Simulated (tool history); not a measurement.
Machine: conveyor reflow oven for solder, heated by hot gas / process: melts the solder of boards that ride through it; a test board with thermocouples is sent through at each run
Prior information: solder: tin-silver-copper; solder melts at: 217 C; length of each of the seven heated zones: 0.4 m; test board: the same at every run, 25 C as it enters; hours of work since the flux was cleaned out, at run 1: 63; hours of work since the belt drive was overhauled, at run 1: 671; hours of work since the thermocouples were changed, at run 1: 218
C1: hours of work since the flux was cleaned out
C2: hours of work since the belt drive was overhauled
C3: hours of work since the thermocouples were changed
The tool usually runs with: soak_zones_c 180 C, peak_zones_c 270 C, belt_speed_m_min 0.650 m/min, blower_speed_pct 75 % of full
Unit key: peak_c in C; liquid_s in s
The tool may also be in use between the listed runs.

run 1 day=0.000 | soak_zones_c=180 peak_zones_c=270 belt_speed_m_min=0.650 blower_speed_pct=75 | C1=63 C2=671 C3=218 | peak_c=254.9 liquid_s=59.4
run 2 day=0.679 | soak_zones_c=180 peak_zones_c=270 belt_speed_m_min=0.650 blower_speed_pct=69 | C1=74 C2=682 C3=228 | peak_c=253.2 liquid_s=58.2
run 3 day=1.404 | soak_zones_c=180 peak_zones_c=270 belt_speed_m_min=0.522 blower_speed_pct=75 | C1=85 C2=694 C3=240 | peak_c=260.7 liquid_s=80.0
run 4 day=2.096 | soak_zones_c=180 peak_zones_c=270 belt_speed_m_min=0.650 blower_speed_pct=69 | C1=96 C2=705 C3=251 | peak_c=253.1 liquid_s=58.3
run 5 day=2.796 | soak_zones_c=180 peak_zones_c=270 belt_speed_m_min=0.650 blower_speed_pct=69 | C1=107 C2=716 C3=262 | peak_c=253.4 liquid_s=58.0
run 6 day=3.338 | soak_zones_c=180 peak_zones_c=270 belt_speed_m_min=0.650 blower_speed_pct=69 | C1=116 C2=724 C3=271 | peak_c=253.4 liquid_s=58.3
run 7 day=3.946 | soak_zones_c=180 peak_zones_c=270 belt_speed_m_min=0.650 blower_speed_pct=69 | C1=126 C2=734 C3=280 | peak_c=253.1 liquid_s=57.8
run 8 day=4.792 | soak_zones_c=180 peak_zones_c=270 belt_speed_m_min=0.650 blower_speed_pct=69 | C1=139 C2=747 C3=294 | peak_c=253.0 liquid_s=57.9
run 9 day=5.450 | soak_zones_c=180 peak_zones_c=270 belt_speed_m_min=0.650 blower_speed_pct=69 | C1=150 C2=758 C3=304 | peak_c=253.0 liquid_s=57.7
run 10 day=6.217 | soak_zones_c=180 peak_zones_c=270 belt_speed_m_min=0.650 blower_speed_pct=75 | C1=162 C2=770 C3=316 | peak_c=254.4 liquid_s=59.5
-- day=7.125 belt drive overhauled, speed set with a stopwatch
run 11 day=7.192 | soak_zones_c=180 peak_zones_c=270 belt_speed_m_min=0.650 blower_speed_pct=75 | C1=175 C2=1 C3=329 | peak_c=253.6 liquid_s=57.8
run 12 day=7.708 | soak_zones_c=180 peak_zones_c=270 belt_speed_m_min=0.650 blower_speed_pct=75 | C1=183 C2=9 C3=337 | peak_c=253.9 liquid_s=57.9
run 13 day=8.521 | soak_zones_c=180 peak_zones_c=270 belt_speed_m_min=0.650 blower_speed_pct=75 | C1=196 C2=22 C3=350 | peak_c=253.9 liquid_s=57.4
run 14 day=9.238 | soak_zones_c=180 peak_zones_c=270 belt_speed_m_min=0.650 blower_speed_pct=75 | C1=207 C2=34 C3=362 | peak_c=254.0 liquid_s=57.8
run 15 day=10.029 | soak_zones_c=180 peak_zones_c=270 belt_speed_m_min=0.650 blower_speed_pct=75 | C1=220 C2=46 C3=374 | peak_c=253.7 liquid_s=57.6
run 16 day=10.517 | soak_zones_c=193 peak_zones_c=270 belt_speed_m_min=0.714 blower_speed_pct=75 | C1=228 C2=54 C3=382 | peak_c=253.3 liquid_s=57.0
run 17 day=11.254 | soak_zones_c=192 peak_zones_c=268 belt_speed_m_min=0.758 blower_speed_pct=75 | C1=239 C2=66 C3=394 | peak_c=249.4 liquid_s=50.1
run 18 day=11.804 | soak_zones_c=192 peak_zones_c=268 belt_speed_m_min=0.758 blower_speed_pct=75 | C1=248 C2=74 C3=403 | peak_c=249.7 liquid_s=50.1
run 19 day=12.333 | soak_zones_c=192 peak_zones_c=268 belt_speed_m_min=0.758 blower_speed_pct=75 | C1=256 C2=83 C3=411 | peak_c=249.5 liquid_s=49.9
run 20 day=13.017 | soak_zones_c=168 peak_zones_c=270 belt_speed_m_min=0.650 blower_speed_pct=75 | C1=267 C2=94 C3=422 | peak_c=251.3 liquid_s=51.6
-- day=13.617 flux residue cleaned out of gas plates and filters
run 21 day=13.679 | soak_zones_c=190 peak_zones_c=280 belt_speed_m_min=0.753 blower_speed_pct=88 | C1=1 C2=101 C3=429 | peak_c=264.2 liquid_s=58.5
run 22 day=14.133 | soak_zones_c=181 peak_zones_c=280 belt_speed_m_min=0.753 blower_speed_pct=88 | C1=8 C2=108 C3=436 | peak_c=262.7 liquid_s=54.9
run 23 day=14.917 | soak_zones_c=180 peak_zones_c=278 belt_speed_m_min=0.649 blower_speed_pct=75 | C1=21 C2=121 C3=449 | peak_c=262.4 liquid_s=63.2
run 24 day=15.554 | soak_zones_c=184 peak_zones_c=262 belt_speed_m_min=0.537 blower_speed_pct=75 | C1=31 C2=131 C3=459 | peak_c=254.2 liquid_s=74.2
run 25 day=16.362 | soak_zones_c=190 peak_zones_c=270 belt_speed_m_min=0.619 blower_speed_pct=75 | C1=44 C2=144 C3=472 | peak_c=258.7 liquid_s=68.7
run 26 day=16.954 | soak_zones_c=190 peak_zones_c=270 belt_speed_m_min=0.619 blower_speed_pct=75 | C1=53 C2=153 C3=481 | peak_c=258.8 liquid_s=68.7
run 27 day=17.625 | soak_zones_c=190 peak_zones_c=270 belt_speed_m_min=0.619 blower_speed_pct=75 | C1=64 C2=164 C3=492 | peak_c=258.4 liquid_s=68.8
run 28 day=18.421 | soak_zones_c=190 peak_zones_c=270 belt_speed_m_min=0.619 blower_speed_pct=75 | C1=76 C2=176 C3=505 | peak_c=258.4 liquid_s=68.6
run 29 day=19.004 | soak_zones_c=193 peak_zones_c=283 belt_speed_m_min=0.742 blower_speed_pct=60 | C1=86 C2=186 C3=514 | peak_c=259.1 liquid_s=56.8
run 30 day=19.517 | soak_zones_c=171 peak_zones_c=270 belt_speed_m_min=0.650 blower_speed_pct=75 | C1=94 C2=194 C3=522 | peak_c=253.6 liquid_s=54.8

Some steps in peak_c, run to run, broken into two amounts with sign: the step expected even without the hidden condition (settings, incoming material, random variation), and the rest, left for the hidden condition together with whatever gauge scatter is not in both the measured and the hidden-condition-free result:
Unlogged tool condition in this case: heat that the gas passes to the board, % of a clean oven's; belt's true speed, % of the reading; true gas temperature in zones 6 and 7 over the reading, C; drift of the gauge itself on peak_c, C; drift of the gauge itself on liquid_s, %.
Run 3 -> 4: belt_speed_m_min 0.522 -> 0.650, blower_speed_pct 75 -> 69. peak_c -7.6 C: hidden state -0.2, all else -7.4.
Run 10 -> 11: belt drive overhauled, speed set with a stopwatch. peak_c -0.8 C: hidden state -0.6, all else -0.2.
Run 20 -> 21: soak_zones_c 168 -> 190, peak_zones_c 270 -> 280, belt_speed_m_min 0.650 -> 0.753, blower_speed_pct 75 -> 88, flux residue cleaned out of gas plates and filters. peak_c +12.9 C: hidden state +2.2, all else +10.7.
Run 23 -> 24: soak_zones_c 180 -> 184, peak_zones_c 278 -> 262, belt_speed_m_min 0.649 -> 0.537. peak_c -8.2 C: hidden state +0.2, all else -8.4.
Run 28 -> 29: soak_zones_c 190 -> 193, peak_zones_c 270 -> 283, belt_speed_m_min 0.619 -> 0.742, blower_speed_pct 75 -> 60. peak_c +0.7 C: hidden state -0.3, all else +1.0.
